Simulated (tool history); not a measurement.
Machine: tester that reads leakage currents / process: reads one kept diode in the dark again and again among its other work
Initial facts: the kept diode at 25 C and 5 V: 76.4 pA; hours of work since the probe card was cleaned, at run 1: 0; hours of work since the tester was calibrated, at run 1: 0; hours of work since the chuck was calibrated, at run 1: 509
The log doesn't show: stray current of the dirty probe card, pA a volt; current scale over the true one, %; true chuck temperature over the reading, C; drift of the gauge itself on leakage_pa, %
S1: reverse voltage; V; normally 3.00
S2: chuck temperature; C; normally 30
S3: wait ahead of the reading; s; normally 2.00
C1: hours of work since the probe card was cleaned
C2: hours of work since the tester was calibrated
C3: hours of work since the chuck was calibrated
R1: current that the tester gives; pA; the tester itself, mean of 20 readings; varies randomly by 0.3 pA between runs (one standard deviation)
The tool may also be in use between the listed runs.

run	day	S1	S2	S3	C1	C2	C3	R1
1	0.000	3.00	30	2.00	0	0	509	98.31
2	8.121	3.00	30	2.00	148	148	657	98.71
3	20.125	3.00	30	2.00	367	367	877	98.29
4	32.121	3.00	30	2.00	586	586	1096	98.12
5	43.300	8.61	30	2.00	791	791	1300	137.53
# day 53.454: chuck's temperature calibrated
6	55.096	1.06	30	2.00	1004	1004	30	71.08
7	60.292	3.00	30	2.00	1099	1099	125	98.34
8	68.904	4.51	30	2.00	1257	1257	282	111.90
9	79.271	4.51	30	2.00	1446	1446	471	111.88
10	89.975	3.00	30	2.00	1641	1641	667	98.67
11	99.338	3.00	30	2.00	1812	1812	838	98.45
12	104.412	3.00	30	2.00	1905	1905	930	98.82
13	113.021	3.00	30	2.00	2062	2062	1088	98.47
14	120.400	3.00	30	2.00	2197	2197	1222	98.61
15	126.296	3.00	30	2.00	2305	2305	1330	98.86
# day 135.296: chuck's temperature calibrated
16	138.396	7.61	30	2.00	2524	2524	57	132.79
17	143.712	3.00	30	2.00	2621	2621	154	98.44
18	151.738	3.00	30	2.00	2768	2768	300	98.52
19	160.225	3.00	30	2.00	2923	2923	455	98.70
20	166.592	3.00	30	2.00	3039	3039	571	98.83
21	177.942	19.96	31	2.59	3246	3246	779	194.06
22	189.379	19.96	31	2.59	3455	3455	988	194.53
23	196.304	19.96	31	2.59	3581	3581	1114	195.71
# day 203.508: tester calibrated
# day 204.638: probe card cleaned and baked
24	205.892	5.80	31	4.55	23	41	1285	131.81
25	214.125	5.80	31	4.55	173	192	1436	130.96
# day 216.571: chuck's temperature calibrated
26	223.004	1.18	27	1.38	334	352	118	57.62
27	233.212	1.18	35	2.13	520	539	304	109.40
28	245.179	6.32	43	2.00	739	757	522	340.59
29	250.329	8.36	35	2.79	833	851	616	203.15
30	261.075	8.45	22	2.57	1029	1047	813	70.89
31	267.762	17.07	47	0.58	1151	1169	935	627.76
32	274.108	1.19	47	1.81	1267	1285	1051	269.40
33	282.762	10.43	50	2.00	1425	1443	1209	661.54
34	293.562	1.21	46	0.62	1622	1640	1406	253.05
# day 297.879: chuck's temperature calibrated
35	303.538	1.21	46	0.62	1803	1821	103	253.22
36	315.033	1.08	30	2.00	2013	2031	313	71.59
37	323.158	1.08	34	1.24	2161	2179	462	98.28
38	329.125	1.91	32	2.00	2270	2288	571	99.78
39	337.608	6.23	53	4.01	2425	2443	725	693.25
40	342.892	1.10	34	0.94	2521	2540	822	98.60

What if the next run were any one of these 4? Each begins from the tool's condition after run 40:
A	352.317	3.00	60	1.25	2693	2712	994	?
B	352.317	3.85	55	5.99	2693	2712	994	?
C	352.317	1.86	34	1.09	2693	2712	994	?
D	352.317	1.84	52	0.83	2693	2712	994	?

run	R1
A	891.40
B	684.10
C	116.60
D	443.10
Without the tool's unlogged condition, the same runs would have read:
run	R1
A	891.16
B	683.90
C	116.55
D	442.97
